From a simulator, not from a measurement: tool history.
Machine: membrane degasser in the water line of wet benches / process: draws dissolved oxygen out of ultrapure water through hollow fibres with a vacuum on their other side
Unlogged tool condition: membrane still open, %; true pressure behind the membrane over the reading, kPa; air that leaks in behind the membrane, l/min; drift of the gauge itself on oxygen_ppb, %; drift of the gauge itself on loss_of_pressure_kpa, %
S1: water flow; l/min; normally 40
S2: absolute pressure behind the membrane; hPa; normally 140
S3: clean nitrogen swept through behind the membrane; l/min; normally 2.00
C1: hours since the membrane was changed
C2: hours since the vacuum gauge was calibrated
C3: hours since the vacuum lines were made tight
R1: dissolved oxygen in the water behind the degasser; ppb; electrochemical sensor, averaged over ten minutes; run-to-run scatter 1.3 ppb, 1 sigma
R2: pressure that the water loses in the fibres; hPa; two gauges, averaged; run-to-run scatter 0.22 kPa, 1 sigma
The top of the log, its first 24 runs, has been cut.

run	day	S1	S2	S3	C1	C2	C3	R1	R2
25	215.833	32	109	2.11	5518	2408	3187	272.8	468.1
26	224.558	32	109	2.11	5728	2618	3397	273.7	467.8
27	229.971	40	213	5.41	5858	2748	3527	325.9	589.7
28	235.667	49	92	1.19	5994	2884	3663	503.3	722.0
29	243.733	49	92	1.19	6188	3078	3857	501.0	718.7
30	252.317	45	140	2.00	6394	3284	4063	535.0	661.3
31	259.725	45	140	2.00	6572	3462	4241	534.0	663.7
32	271.646	45	140	2.00	6858	3748	4527	535.9	665.3

Forecast each of these 4 alternatives for the next run:
A	283.662	53	140	4.57	7146	4036	4815	?	?
B	283.662	24	100	2.00	7146	4036	4815	?	?
C	283.662	40	285	2.00	7146	4036	4815	?	?
D	283.662	28	259	2.40	7146	4036	4815	?	?

run	R1	R2
A	320.3	785.9
B	195.8	354.9
C	1026.5	586.5
D	594.4	411.2
Had the tool no hidden state, the same runs would have come out as:
run	R1	R2
A	306.5	742.6
B	188.6	335.2
C	1013.3	554.0
D	584.8	388.4
